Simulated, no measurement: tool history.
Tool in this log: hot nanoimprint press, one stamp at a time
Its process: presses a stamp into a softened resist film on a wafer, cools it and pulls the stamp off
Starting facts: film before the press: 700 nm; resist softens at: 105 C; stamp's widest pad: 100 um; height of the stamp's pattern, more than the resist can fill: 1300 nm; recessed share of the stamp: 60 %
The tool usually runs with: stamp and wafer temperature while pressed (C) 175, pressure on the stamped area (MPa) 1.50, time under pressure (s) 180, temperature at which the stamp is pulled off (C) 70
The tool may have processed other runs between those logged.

run   hour  stamp and wafer temperature while pressed (C)  pressure on the stamped area (MPa)  time under pressure (s)  temperature at which the stamp is pulled off (C)  resist left under the stamp's widest pad (Å)  greatest force while the stamp is pulled off (N)
  1    0.0                                            175                                1.50                      180                                                70                                          2775                                               231
  2   22.8                                            175                                1.50                      180                                                70                                          2778                                               245
  3   41.3                                            175                                1.50                      180                                                70                                          2768                                               239
  4   59.9                                            175                                1.50                      180                                                70                                          2748                                               247
      76.7  -- plate thermocouple calibrated
  5   86.5                                            175                                1.50                      344                                                70                                          2147                                               228
  6  107.9                                            175                                1.50                      180                                                70                                          2769                                               237
     137.7  -- stamp cleaned and given a new release coat
  7  146.6                                            175                                1.50                      180                                                70                                          2784                                               238
  8  167.7                                            175                                1.51                      180                                                70                                          2747                                               233
  9  201.2                                            170                                1.68                      245                                                65                                          3011                                               246
 10  241.9                                            182                                1.68                      245                                                76                                          1618                                               224
 11  271.4                                            182                                1.50                      180                                                77                                          1946                                               227
 12  310.3                                            182                                1.50                      270                                                77                                          1638                                               225

Here are 5 independent what-if runs from the current tool condition. What would each one return?
  A  326.9                                            183                                1.50                      301                                                77                                             ?                                                 ?
  B  326.9                                            168                                1.75                      180                                                70                                             ?                                                 ?
  C  326.9                                            174                                1.52                      343                                                70                                             ?                                                 ?
  D  326.9                                            175                                1.50                      300                                                72                                             ?                                                 ?
  E  326.9                                            175                                1.85                      180                                                61                                             ?                                                 ?

run  resist left under the stamp's widest pad (Å)  greatest force while the stamp is pulled off (N)
  A                                          1491                                               221
  B                                          3643                                               237
  C                                          2218                                               234
  D                                          2244                                               243
  E                                          2478                                               241
Take away the tool's hidden state, keep each run's random variation, and the runs would have read:
run  resist left under the stamp's widest pad (Å)  greatest force while the stamp is pulled off (N)
  A                                          1502                                               220
  B                                          3669                                               236
  C                                          2234                                               233
  D                                          2260                                               242
  E                                          2495                                               240
